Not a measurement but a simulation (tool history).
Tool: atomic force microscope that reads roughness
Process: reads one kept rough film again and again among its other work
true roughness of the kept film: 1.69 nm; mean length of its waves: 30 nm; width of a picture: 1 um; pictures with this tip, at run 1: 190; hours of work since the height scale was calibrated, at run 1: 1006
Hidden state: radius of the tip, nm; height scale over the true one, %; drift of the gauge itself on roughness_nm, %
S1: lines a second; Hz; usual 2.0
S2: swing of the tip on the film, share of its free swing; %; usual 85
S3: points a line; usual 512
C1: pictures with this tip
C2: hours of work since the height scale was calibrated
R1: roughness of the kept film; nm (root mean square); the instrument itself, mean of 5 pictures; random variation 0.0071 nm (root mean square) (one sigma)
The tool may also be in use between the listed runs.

run	hour	S1	S2	S3	C1	C2	R1
1	0.0	2.0	85	512	190	1006	1.297
2	21.1	2.0	85	512	228	1019	1.274
3	55.8	2.0	85	512	291	1039	1.231
4	87.1	2.8	85	512	347	1058	1.171
# hour 104.6: new tip fitted
5	129.0	2.0	85	512	44	1082	1.402
6	160.9	2.0	85	512	101	1101	1.362
7	197.1	0.7	85	512	167	1123	1.367
8	227.4	2.0	85	512	221	1141	1.261
# hour 230.8: height scale calibrated on a step standard
9	267.4	2.0	85	512	291	22	1.214
10	312.0	2.0	85	512	372	48	1.166
# hour 315.8: new tip fitted
11	350.5	2.0	85	512	62	71	1.377
# hour 370.0: height scale calibrated on a step standard, once more
12	385.6	2.0	85	512	124	9	1.346
13	412.8	2.0	85	512	173	25	1.309
14	437.1	2.0	85	595	217	40	1.283

Forecast run 15:
15	475.9	2.0	85	595	287	63	?

{"run 15": {"R1": 1.238}}
Without the tool's hidden state the same run would have given R1 1.466 nm (root mean square).
